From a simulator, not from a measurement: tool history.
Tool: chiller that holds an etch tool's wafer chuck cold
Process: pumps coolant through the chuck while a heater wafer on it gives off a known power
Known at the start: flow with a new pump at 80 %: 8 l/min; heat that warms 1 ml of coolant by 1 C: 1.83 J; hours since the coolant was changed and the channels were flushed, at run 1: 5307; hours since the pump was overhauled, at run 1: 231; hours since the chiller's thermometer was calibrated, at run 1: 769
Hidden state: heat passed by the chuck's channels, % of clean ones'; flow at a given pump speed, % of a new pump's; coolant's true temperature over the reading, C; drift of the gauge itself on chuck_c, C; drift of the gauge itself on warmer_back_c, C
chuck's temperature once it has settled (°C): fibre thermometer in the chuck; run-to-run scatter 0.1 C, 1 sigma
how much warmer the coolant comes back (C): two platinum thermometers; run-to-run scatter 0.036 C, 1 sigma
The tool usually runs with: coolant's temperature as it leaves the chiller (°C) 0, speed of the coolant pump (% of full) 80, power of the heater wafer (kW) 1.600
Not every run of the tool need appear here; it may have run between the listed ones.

run,hour,coolant's temperature as it leaves the chiller (°C),speed of the coolant pump (% of full),power of the heater wafer (kW),hours since the coolant was changed and the channels were flushed,hours since the pump was overhauled,hours since the chiller's thermometer was calibrated,chuck's temperature once it has settled (°C),how much warmer the coolant comes back (C)
1,0.0,0,80,1.600,5307,231,769,20.7,6.58
2,24.2,0,95,1.600,5331,255,793,17.8,5.49
3,57.7,0,95,1.600,5364,289,826,17.5,5.41
4,93.5,0,80,1.600,5400,325,862,20.7,6.53
5,138.0,0,80,1.600,5445,369,906,20.7,6.38
6,180.7,0,80,1.600,5487,412,949,20.8,6.43
7,210.2,0,80,1.600,5517,441,979,20.8,6.47
8,230.7,0,67,1.600,5537,462,999,24.6,7.85
9,274.4,0,80,1.600,5581,505,1043,20.8,6.33
10,301.8,0,66,0.871,5608,533,1070,13.6,4.22
11,335.5,-7,66,1.332,5642,567,1104,13.8,6.50
# hour 360.2: coolant changed, channels flushed
12,375.7,-7,66,1.332,16,601,1138,13.7,6.45
13,404.2,-7,90,1.503,44,629,1167,10.5,5.15
14,439.6,9,70,2.181,79,665,1202,41.1,10.09
15,479.5,9,70,2.181,119,705,1242,40.9,9.97
16,511.8,9,70,2.181,152,737,1274,41.0,9.97
17,539.1,1,72,2.188,179,764,1302,32.4,9.68

Hidden state or all else? Some run-to-run changes of how much warmer the coolant comes back (C), split into what the settings, what came in and random variation would give without the hidden state, and what is left for the hidden state (with any gauge scatter that isn't in both results):
Run 4 -> 5: no setting touched and nothing written in the log between the runs. how much warmer the coolant comes back (C) -0.15: hidden state -0.04, all else -0.11.
Run 13 -> 14: coolant's temperature as it leaves the chiller (°C) -7 -> 9, speed of the coolant pump (% of full) 90 -> 70, power of the heater wafer (kW) 1.503 -> 2.181. how much warmer the coolant comes back (C) +4.94: hidden state -0.03, all else +4.97.

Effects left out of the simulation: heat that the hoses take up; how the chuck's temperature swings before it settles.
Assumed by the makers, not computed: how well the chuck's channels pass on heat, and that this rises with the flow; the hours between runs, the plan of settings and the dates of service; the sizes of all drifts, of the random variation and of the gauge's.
